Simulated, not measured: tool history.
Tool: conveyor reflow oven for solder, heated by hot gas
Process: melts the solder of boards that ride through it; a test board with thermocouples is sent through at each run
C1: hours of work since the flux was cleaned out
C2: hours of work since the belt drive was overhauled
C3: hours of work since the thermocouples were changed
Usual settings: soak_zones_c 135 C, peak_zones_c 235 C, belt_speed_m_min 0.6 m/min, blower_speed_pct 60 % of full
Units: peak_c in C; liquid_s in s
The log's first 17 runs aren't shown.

Run 18, hour 135.2: usual settings but soak_zones_c 146 C, peak_zones_c 233 C; C1 12; C2 169; C3 101. Result: peak_c 207.8 C, liquid_s 44.9 s.
Run 19, hour 140.6: usual settings but soak_zones_c 126 C, peak_zones_c 228 C, belt_speed_m_min 0.558 m/min, blower_speed_pct 70 % of full; C1 14; C2 171; C3 104. Result: peak_c 206.5 C, liquid_s 41.6 s.
Run 20, hour 151: usual settings but soak_zones_c 126 C, peak_zones_c 228 C, belt_speed_m_min 0.558 m/min, blower_speed_pct 70 % of full; C1 18; C2 175; C3 108. Result: peak_c 206.2 C, liquid_s 42.1 s.
Run 21, hour 160: usual settings but soak_zones_c 126 C, peak_zones_c 228 C, belt_speed_m_min 0.558 m/min, blower_speed_pct 70 % of full; C1 22; C2 179; C3 111. Result: peak_c 206.5 C, liquid_s 41 s.
Run 22, hour 168.7: usual settings but peak_zones_c 232 C, belt_speed_m_min 0.578 m/min, blower_speed_pct 84 % of full; C1 25; C2 183; C3 115. Result: peak_c 215.1 C, liquid_s 51.5 s.
At hour 174.8: flux residue cleaned out of gas plates and filters, once more.
Run 23, hour 179.2: usual settings but soak_zones_c 126 C, belt_speed_m_min 0.56 m/min; C1 2; C2 185; C3 117. Result: peak_c 207.4 C, liquid_s 41.9 s.
Run 24, hour 184.7: usual settings but peak_zones_c 224 C, blower_speed_pct 76 % of full; C1 4; C2 187; C3 119. Result: peak_c 205 C, liquid_s 40.6 s.
Run 25, hour 189.8: usual settings but peak_zones_c 224 C, belt_speed_m_min 0.63 m/min, blower_speed_pct 76 % of full; C1 6; C2 189; C3 121. Result: peak_c 203.5 C, liquid_s 36.8 s.
Run 26, hour 200.3: usual settings but peak_zones_c 224 C, belt_speed_m_min 0.63 m/min, blower_speed_pct 76 % of full; C1 10; C2 193; C3 126. Result: peak_c 203.8 C, liquid_s 36.4 s.
Run 27, hour 206.1: usual settings but belt_speed_m_min 0.542 m/min, blower_speed_pct 88 % of full; C1 13; C2 196; C3 128. Result: peak_c 221.2 C, liquid_s 60.7 s.
Run 28, hour 215.1: usual settings but peak_zones_c 227 C, belt_speed_m_min 0.628 m/min, blower_speed_pct 59 % of full; C1 16; C2 199; C3 132. Result: peak_c 198.3 C, liquid_s 27.7 s.
Run 29, hour 221.7: usual settings but peak_zones_c 237 C, belt_speed_m_min 0.662 m/min; C1 19; C2 202; C3 134. Result: peak_c 204 C, liquid_s 32.6 s.
Run 30, hour 232.9: usual settings but belt_speed_m_min 0.527 m/min; C1 23; C2 206; C3 139. Result: peak_c 212.1 C, liquid_s 53.2 s.

5 ways to go on from here, each from the tool as it stands after run 30. What would each give?
Run A, hour 239.5: usual settings but peak_zones_c 225 C, blower_speed_pct 62 % of full; C1 26; C2 209; C3 142. Result: peak_c ?, liquid_s ?.
Run B, hour 239.5: usual settings but soak_zones_c 122 C, peak_zones_c 233 C, belt_speed_m_min 0.703 m/min; C1 26; C2 209; C3 142. Result: peak_c ?, liquid_s ?.
Run C, hour 239.5: usual settings but soak_zones_c 141 C, belt_speed_m_min 0.514 m/min, blower_speed_pct 82 % of full; C1 26; C2 209; C3 142. Result: peak_c ?, liquid_s ?.
Run D, hour 239.5: usual settings but peak_zones_c 249 C, belt_speed_m_min 0.527 m/min; C1 26; C2 209; C3 142. Result: peak_c ?, liquid_s ?.
Run E, hour 239.5: usual settings but soak_zones_c 133 C; C1 26; C2 209; C3 142. Result: peak_c ?, liquid_s ?.

run  peak_c  liquid_s
  A   199.7      32.9
  B   193.9      16.9
  C   222.2        67
  D   223.6      62.9
  E   206.1      38.6
Without the tool's hidden state the same runs would have given:
run  peak_c  liquid_s
  A   198.9      31.8
  B   193.2      15.9
  C   221.4      66.1
  D   222.8        62
  E   205.3      37.6
